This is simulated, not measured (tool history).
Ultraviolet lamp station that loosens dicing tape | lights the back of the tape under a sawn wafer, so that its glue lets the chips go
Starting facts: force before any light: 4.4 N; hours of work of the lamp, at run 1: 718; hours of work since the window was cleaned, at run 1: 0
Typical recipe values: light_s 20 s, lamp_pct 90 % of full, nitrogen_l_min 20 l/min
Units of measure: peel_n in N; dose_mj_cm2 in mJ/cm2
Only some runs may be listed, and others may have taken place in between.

run     day  light_s  lamp_pct  nitrogen_l_min  hours of work of the lamp  hours of work since the window was cleaned  peel_n  dose_mj_cm2
  1   0.000       20        90              20                        718                                           0   0.397          518
  2   1.088       20        90              20                        738                                          20   0.426          520
  3   2.279       20        90              20                        760                                          42   0.405          522
  4   3.162       20        90              20                        776                                          58   0.415          520
  5   4.158       20        90              20                        794                                          76   0.407          522
  6   4.921       20        90              20                        808                                          90   0.407          518
  7   5.588       30        90              20                        820                                         102   0.269          782
  8   6.688       30        90              20                        840                                         122   0.274          782
  9   7.421       30        80              20                        854                                         136   0.301          695
 10   7.917       30        80              20                        863                                         145   0.297          688
 11   8.750       12        85              17                        878                                         160   0.959          294
 12   9.617       12        85              17                        894                                         176   0.975          298
 13  10.208       20        75              18                        905                                         187   0.541          436
 14  11.108       13        65              27                        921                                         203   1.069          246
 15  12.092       18        72              20                        939                                         221   0.658          372
 16  12.838       22        90              33                        953                                         235   0.317          567
 17  13.433       22        90              33                        964                                         246   0.330          566
 18  14.025       22        90              33                        975                                         257   0.333          568

Branching from run 18: 4 alternative next runs. What would each branch give?
  A  14.796       12        62              32                        989                                         271       ?            ?
  B  14.796       17        89              31                        989                                         271       ?            ?
  C  14.796       20        93              20                        989                                         271       ?            ?
  D  14.796       19        74               6                        989                                         271       ?            ?

run  peel_n  dose_mj_cm2
  A   1.225          214
  B   0.454          442
  C   0.402          535
  D   0.937          412
Stripped of hidden state, with their random variation kept, the same runs would have yielded:
run  peel_n  dose_mj_cm2
  A   1.223          215
  B   0.453          442
  C   0.401          536
  D   0.935          412
